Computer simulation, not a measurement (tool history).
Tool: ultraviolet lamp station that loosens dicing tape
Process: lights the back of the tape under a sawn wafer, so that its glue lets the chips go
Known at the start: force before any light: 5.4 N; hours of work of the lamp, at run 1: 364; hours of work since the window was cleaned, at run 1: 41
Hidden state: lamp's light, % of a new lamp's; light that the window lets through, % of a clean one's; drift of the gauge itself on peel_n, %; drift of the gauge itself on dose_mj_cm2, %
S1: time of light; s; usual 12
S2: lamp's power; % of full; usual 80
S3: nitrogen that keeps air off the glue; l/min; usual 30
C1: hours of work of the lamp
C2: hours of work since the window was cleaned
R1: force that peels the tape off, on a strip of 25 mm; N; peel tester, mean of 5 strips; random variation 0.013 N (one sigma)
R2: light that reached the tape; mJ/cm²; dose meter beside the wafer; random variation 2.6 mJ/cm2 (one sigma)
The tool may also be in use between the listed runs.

run	hour	S1	S2	S3	C1	C2	R1	R2
1	0	12	80	30	364	41	0.979	236
2	74.5	12	80	30	404	81	1.067	229
3	151.7	12	80	30	445	122	1.128	214
4	211.6	12	80	30	477	154	1.262	206
5	275.3	12	80	30	511	188	1.312	195
6	337.2	12	80	30	544	221	1.387	186
# hour 403.6: window cleaned of glue's vapour
7	426.1	12	80	30	591	12	1.686	151
8	517.7	12	80	30	640	61	1.92	143
9	610.8	12	80	30	689	110	2.063	130
10	661.6	12	80	30	716	137	2.099	122
# hour 683.1: lamp changed
11	758.6	12	80	25	40	189	1.325	209
12	854.5	12	80	30	91	240	1.298	189
# hour 888: window cleaned of glue's vapour
13	923.5	12	80	30	128	19	0.701	288
# hour 948: window cleaned of glue's vapour, once more
14	982.8	12	64	18	159	19	1.426	225
15	1065	12	64	18	203	62	1.551	218
16	1137.5	11	98	22	242	101	0.891	290
17	1226.1	11	98	17	289	148	1.134	271
18	1311.4	13	98	52	334	194	0.512	303
19	1384.2	13	79	47	373	232	0.8	227
# hour 1424.9: window cleaned of glue's vapour
20	1469.6	14	96	24	418	24	0.681	323
21	1525.5	18	74	17	448	54	0.952	310
22	1578	18	80	14	476	82	1.001	321
23	1662.6	7	80	52	521	127	1.879	118
24	1740.2	12	85	37	562	168	1.097	202
25	1806.6	12	82	37	598	203	1.252	186

5 ways to go on from here, each from the tool as it stands after run 25. What would each give?
A	1848.6	20	96	37	620	226	?	?
B	1848.6	10	82	20	620	226	?	?
C	1848.6	14	80	21	620	226	?	?
D	1848.6	10	76	29	620	226	?	?
E	1848.6	14	84	37	620	226	?	?

run	R1	R2
A	0.467	350
B	2.145	150
C	1.438	203
D	1.992	138
E	1.021	214
Without the tool's hidden state the same runs would have given:
run	R1	R2
A	0.242	649
B	1.03	277
C	0.579	377
D	0.915	256
E	0.386	396
